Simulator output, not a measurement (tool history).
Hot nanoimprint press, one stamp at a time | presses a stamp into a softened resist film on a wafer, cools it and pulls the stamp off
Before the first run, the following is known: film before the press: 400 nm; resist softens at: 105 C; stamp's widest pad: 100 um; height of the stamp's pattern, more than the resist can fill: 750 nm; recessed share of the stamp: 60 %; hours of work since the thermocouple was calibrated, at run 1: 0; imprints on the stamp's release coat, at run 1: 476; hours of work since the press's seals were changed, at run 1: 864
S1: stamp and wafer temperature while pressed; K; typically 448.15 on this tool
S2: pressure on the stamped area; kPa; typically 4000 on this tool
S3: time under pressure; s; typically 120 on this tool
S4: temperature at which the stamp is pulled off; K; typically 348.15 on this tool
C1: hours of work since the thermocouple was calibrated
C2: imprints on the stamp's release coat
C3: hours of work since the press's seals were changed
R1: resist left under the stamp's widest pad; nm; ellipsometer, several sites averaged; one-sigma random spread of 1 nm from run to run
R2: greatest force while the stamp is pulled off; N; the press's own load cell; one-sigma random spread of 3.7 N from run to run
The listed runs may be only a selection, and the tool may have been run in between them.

run 1 hour=0 | S1=448.15 S2=4000 S3=120 S4=348.15 | C1=0 C2=476 C3=864 | R1=151 R2=201
-- hour=23 press's hydraulic seals changed and the load cell set to zero
-- hour=38.3 stamp cleaned and given a new release coat
run 2 hour=43.4 | S1=448.15 S2=4000 S3=120 S4=348.15 | C1=20 C2=26 C3=10 | R1=145.8 R2=174
run 3 hour=103.1 | S1=448.15 S2=4000 S3=120 S4=348.15 | C1=59 C2=341 C3=49 | R1=146.9 R2=192
-- hour=158.2 stamp cleaned and given a new release coat
run 4 hour=160.3 | S1=448.15 S2=4000 S3=120 S4=348.15 | C1=93 C2=11 C3=83 | R1=146.3 R2=180
run 5 hour=215.5 | S1=460.15 S2=4000 S3=120 S4=348.15 | C1=130 C2=302 C3=120 | R1=102.6 R2=190
run 6 hour=244.4 | S1=448.15 S2=4000 S3=120 S4=348.15 | C1=149 C2=455 C3=139 | R1=147.7 R2=205
-- hour=279.1 stamp cleaned and given a new release coat
run 7 hour=301 | S1=448.15 S2=4000 S3=120 S4=348.15 | C1=183 C2=115 C3=173 | R1=149.9 R2=184
run 8 hour=342.4 | S1=448.15 S2=3590 S3=120 S4=348.15 | C1=211 C2=333 C3=201 | R1=158.3 R2=200
-- hour=399.7 stamp cleaned and given a new release coat
run 9 hour=401.5 | S1=448.15 S2=3590 S3=120 S4=348.15 | C1=246 C2=9 C3=236 | R1=155.8 R2=175
run 10 hour=464.2 | S1=448.15 S2=3590 S3=120 S4=348.15 | C1=288 C2=340 C3=278 | R1=156.8 R2=194
-- hour=519.6 stamp cleaned and given a new release coat
run 11 hour=527.3 | S1=448.15 S2=3590 S3=120 S4=348.15 | C1=326 C2=41 C3=316 | R1=157.6 R2=172
run 12 hour=583.5 | S1=448.15 S2=3590 S3=120 S4=348.15 | C1=363 C2=337 C3=353 | R1=161.4 R2=194
-- hour=636.1 stamp cleaned and given a new release coat
run 13 hour=653.6 | S1=448.15 S2=3590 S3=120 S4=348.15 | C1=406 C2=92 C3=396 | R1=158.9 R2=188
-- hour=684.2 plate thermocouple calibrated
run 14 hour=720.7 | S1=448.15 S2=4000 S3=120 S4=336.15 | C1=24 C2=430 C3=439 | R1=151.2 R2=268
-- hour=758.5 stamp cleaned and given a new release coat
run 15 hour=786.6 | S1=448.15 S2=4800 S3=120 S4=350.15 | C1=64 C2=149 C3=479 | R1=141.4 R2=185
-- hour=823.9 plate thermocouple calibrated, once more
run 16 hour=850.1 | S1=448.15 S2=4800 S3=120 S4=350.15 | C1=17 C2=468 C3=519 | R1=134.9 R2=191
-- hour=879.4 stamp cleaned and given a new release coat
run 17 hour=886.3 | S1=455.15 S2=4360 S3=194 S4=346.15 | C1=38 C2=37 C3=539 | R1=94.4 R2=194
run 18 hour=942.9 | S1=455.15 S2=5010 S3=194 S4=334.15 | C1=75 C2=335 C3=577 | R1=87.2 R2=265
run 19 hour=968.9 | S1=455.15 S2=5010 S3=194 S4=334.15 | C1=93 C2=472 C3=594 | R1=86.8 R2=276
-- hour=1000.2 stamp cleaned and given a new release coat
run 20 hour=1016.4 | S1=455.15 S2=5010 S3=194 S4=334.15 | C1=120 C2=85 C3=622 | R1=87.9 R2=252
run 21 hour=1078.8 | S1=455.15 S2=5010 S3=194 S4=334.15 | C1=162 C2=414 C3=663 | R1=89.4 R2=279
run 22 hour=1106.5 | S1=437.15 S2=5010 S3=194 S4=334.15 | C1=180 C2=560 C3=682 | R1=161.2 R2=289
-- hour=1116.5 stamp cleaned and given a new release coat
run 23 hour=1154.4 | S1=437.15 S2=5010 S3=194 S4=334.15 | C1=208 C2=200 C3=710 | R1=162.1 R2=250
run 24 hour=1182.7 | S1=448.15 S2=5600 S3=120 S4=348.15 | C1=227 C2=349 C3=728 | R1=128.9 R2=195
-- hour=1234 stamp cleaned and given a new release coat
run 25 hour=1252 | S1=455.15 S2=3300 S3=226 S4=349.15 | C1=269 C2=95 C3=771 | R1=105.4 R2=182
run 26 hour=1284.1 | S1=448.15 S2=3050 S3=65 S4=348.15 | C1=291 C2=264 C3=792 | R1=213.8 R2=195
run 27 hour=1342.1 | S1=449.15 S2=4000 S3=120 S4=348.15 | C1=329 C2=570 C3=831 | R1=149.2 R2=207
-- hour=1351.9 stamp cleaned and given a new release coat
run 28 hour=1395.5 | S1=449.15 S2=4870 S3=120 S4=338.15 | C1=361 C2=230 C3=862 | R1=136.3 R2=240

4 options for the next run, each taken on its own from the tool as it stands now. Forecast them:
-- hour=1420.3 press's hydraulic seals changed and the load cell set to zero
run A hour=1437.2 | S1=448.15 S2=5580 S3=136 S4=353.15 | C1=383 C2=407 C3=11 | R1=? R2=?
-- hour=1420.3 press's hydraulic seals changed and the load cell set to zero
run B hour=1437.2 | S1=455.15 S2=4870 S3=120 S4=338.15 | C1=383 C2=407 C3=11 | R1=? R2=?
-- hour=1420.3 press's hydraulic seals changed and the load cell set to zero
run C hour=1437.2 | S1=448.15 S2=4000 S3=237 S4=348.15 | C1=383 C2=407 C3=11 | R1=? R2=?
-- hour=1420.3 press's hydraulic seals changed and the load cell set to zero
run D hour=1437.2 | S1=449.15 S2=3560 S3=120 S4=341.15 | C1=383 C2=407 C3=11 | R1=? R2=?

run=A R1=119.3 R2=179
run=B R1=107.1 R2=257
run=C R1=114.6 R2=207
run=D R1=153.6 R2=240
The same runs, with their run-to-run variation unchanged, on a tool lacking any hidden condition would have given:
run=A R1=116.2 R2=155
run=B R1=104.5 R2=224
run=C R1=111.6 R2=179
run=D R1=149.8 R2=209
